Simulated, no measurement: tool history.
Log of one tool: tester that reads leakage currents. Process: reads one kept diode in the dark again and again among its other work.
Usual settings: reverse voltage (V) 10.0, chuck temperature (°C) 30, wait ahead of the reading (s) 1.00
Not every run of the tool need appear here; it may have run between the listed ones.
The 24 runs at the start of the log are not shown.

run      day  reverse voltage (V)  chuck temperature (°C)  wait ahead of the reading (s)  hours of work since the probe card was cleaned  hours of work since the tester was calibrated  hours of work since the chuck was calibrated  current that the tester gives (pA)
 25  193.479                  6.9                      30                           5.37                                             405                                           1915                                           344                              170.23
 26  200.275                  1.6                      30                           0.65                                             474                                           1984                                           413                               87.35
 27  205.821                  1.6                      30                           0.65                                             530                                           2041                                           469                               87.40
     210.479  -- tester calibrated
 28  213.633                  6.5                      59                           0.43                                             609                                             32                                           548                             2102.89
 29  223.704                  6.5                      59                           0.43                                             711                                            134                                           650                             2112.03
 30  229.150                  2.7                      30                           1.00                                             767                                            190                                           705                              118.13
 31  237.771                  2.7                      21                           6.70                                             854                                            277                                           793                               50.45
 32  248.492                 10.0                      21                           2.24                                             963                                            386                                           902                               96.71
 33  258.446                  6.2                      36                           1.33                                            1065                                            488                                          1003                              312.28
 34  267.412                 19.5                      30                           1.00                                            1156                                            579                                          1094                              317.08
 35  277.767                 10.0                      23                           0.31                                            1261                                            684                                          1200                              128.14
 36  284.338                  6.0                      30                           1.00                                            1328                                            751                                          1266                              185.15
 37  291.421                  2.6                      47                           1.46                                            1400                                            823                                          1338                              551.08
 38  296.412                  2.6                      47                           1.46                                            1450                                            873                                          1389                              556.62
     298.767  -- chuck's temperature calibrated
 39  305.983                  4.3                      43                           0.56                                            1547                                            970                                            73                              432.93

Below are 4 alternative next runs, each starting from the tool's condition after run 39. Predict each:
  A  311.475                  2.9                      30                           1.00                                            1603                                           1026                                           129                                   ?
  B  311.475                  1.6                      21                           3.38                                            1603                                           1026                                           129                                   ?
  C  311.475                 10.0                      24                           1.00                                            1603                                           1026                                           129                                   ?
  D  311.475                  2.0                      30                           1.00                                            1603                                           1026                                           129                                   ?

run  current that the tester gives (pA)
  A                              113.45
  B                               36.12
  C                              118.12
  D                               94.48
Stripped of hidden state, with their random variation kept, the same runs would have yielded:
run  current that the tester gives (pA)
  A                              111.84
  B                               35.18
  C                              112.32
  D                               93.38

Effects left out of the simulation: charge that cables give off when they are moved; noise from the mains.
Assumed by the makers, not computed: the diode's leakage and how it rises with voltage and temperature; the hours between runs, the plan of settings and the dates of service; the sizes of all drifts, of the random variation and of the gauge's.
